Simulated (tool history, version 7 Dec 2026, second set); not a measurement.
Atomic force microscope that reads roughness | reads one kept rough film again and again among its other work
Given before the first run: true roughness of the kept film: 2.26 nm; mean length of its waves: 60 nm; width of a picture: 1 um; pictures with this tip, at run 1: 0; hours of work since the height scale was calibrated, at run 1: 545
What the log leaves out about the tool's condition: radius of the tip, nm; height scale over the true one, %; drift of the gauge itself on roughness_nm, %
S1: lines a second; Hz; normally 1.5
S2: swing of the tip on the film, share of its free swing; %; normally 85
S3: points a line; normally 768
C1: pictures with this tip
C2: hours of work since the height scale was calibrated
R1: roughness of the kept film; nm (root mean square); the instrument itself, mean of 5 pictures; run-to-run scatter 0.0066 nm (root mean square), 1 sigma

Run 1, hour 0: usual settings; C1 0; C2 545. Result: R1 2.107 nm (root mean square).
Run 2, hour 29.9: usual settings; C1 51; C2 567. Result: R1 2.09 nm (root mean square).
Run 3, hour 68.9: usual settings; C1 116; C2 595. Result: R1 2.073 nm (root mean square).
At hour 93.2: new tip fitted.
Run 4, hour 118.1: usual settings but S3 884; C1 42; C2 631. Result: R1 2.1 nm (root mean square).
Run 5, hour 157.3: usual settings but S1 0.61 Hz; C1 107; C2 659. Result: R1 2.141 nm (root mean square).
At hour 189.3: new tip fitted.
Run 6, hour 196.7: usual settings; C1 13; C2 687. Result: R1 2.128 nm (root mean square).
Run 7, hour 227: usual settings; C1 63; C2 709. Result: R1 2.096 nm (root mean square).
Run 8, hour 262.2: usual settings; C1 122; C2 734. Result: R1 2.067 nm (root mean square).
At hour 282.6: new tip fitted.
Run 9, hour 312.1: usual settings; C1 49; C2 770. Result: R1 2.092 nm (root mean square).
Run 10, hour 360.3: usual settings; C1 130; C2 805. Result: R1 2.063 nm (root mean square).
At hour 376.7: new tip fitted.
Run 11, hour 407.8: usual settings; C1 52; C2 839. Result: R1 2.099 nm (root mean square).
Run 12, hour 438.5: usual settings; C1 103; C2 861. Result: R1 2.067 nm (root mean square).
At hour 470.2: new tip fitted.
Run 13, hour 470.2: usual settings but S1 0.53 Hz; C1 0; C2 884. Result: R1 2.191 nm (root mean square).
Run 14, hour 514: usual settings; C1 73; C2 915. Result: R1 2.093 nm (root mean square).
Run 15, hour 563: usual settings but S1 2.29 Hz; C1 155; C2 951. Result: R1 1.996 nm (root mean square).
At hour 568.4: new tip fitted.
Run 16, hour 620.3: usual settings; C1 87; C2 992. Result: R1 2.092 nm (root mean square).
At hour 626.4: height scale calibrated on a step standard.
At hour 667.3: new tip fitted.
Run 17, hour 678.3: usual settings; C1 18; C2 37. Result: R1 2.132 nm (root mean square).
Run 18, hour 703.7: usual settings; C1 61; C2 56. Result: R1 2.112 nm (root mean square).
Run 19, hour 754.8: usual settings; C1 147; C2 93. Result: R1 2.062 nm (root mean square).
At hour 760.1: height scale calibrated on a step standard, once more.
At hour 765.6: new tip fitted.
Run 20, hour 783.8: usual settings; C1 31; C2 17. Result: R1 2.08 nm (root mean square).
Run 21, hour 839: usual settings but S2 84 %; C1 123; C2 57. Result: R1 2.053 nm (root mean square).
At hour 862.3: new tip fitted.
Run 22, hour 876.8: usual settings but S2 84 %; C1 24; C2 84. Result: R1 2.1 nm (root mean square).
Run 23, hour 928.8: usual settings but S2 84 %; C1 111; C2 121. Result: R1 2.053 nm (root mean square).
At hour 957.5: new tip fitted.
Run 24, hour 959.2: usual settings but S1 0.59 Hz, S2 87 %, S3 655; C1 2; C2 143. Result: R1 2.182 nm (root mean square).
Run 25, hour 1007.6: usual settings but S1 0.59 Hz, S2 87 %, S3 655; C1 84; C2 178. Result: R1 2.136 nm (root mean square).
Run 26, hour 1031.6: usual settings but S1 2.64 Hz, S2 67 %, S3 643; C1 124; C2 195. Result: R1 2.084 nm (root mean square).
At hour 1051.6: new tip fitted.
Run 27, hour 1064.1: usual settings but S2 74 %, S3 418; C1 21; C2 218. Result: R1 2.143 nm (root mean square).
Run 28, hour 1108.6: usual settings but S1 0.84 Hz, S2 78 %, S3 457; C1 96; C2 251. Result: R1 2.141 nm (root mean square).
At hour 1148.6: new tip fitted.
Run 29, hour 1162.1: usual settings but S1 0.54 Hz, S2 66 %, S3 417; C1 23; C2 289. Result: R1 2.219 nm (root mean square).
Run 30, hour 1188.5: usual settings but S1 0.72 Hz, S2 60 %, S3 306; C1 67; C2 308. Result: R1 2.183 nm (root mean square).

Run 31 comes next. What will it give?
Run 31, hour 1215.1: usual settings but S1 1.88 Hz, S3 437; C1 112; C2 327. Result: R1 ?.

R1: 2.019 nm (root mean square)
Minus the tool's unlogged condition, the same run would have read R1 2.069 nm (root mean square).
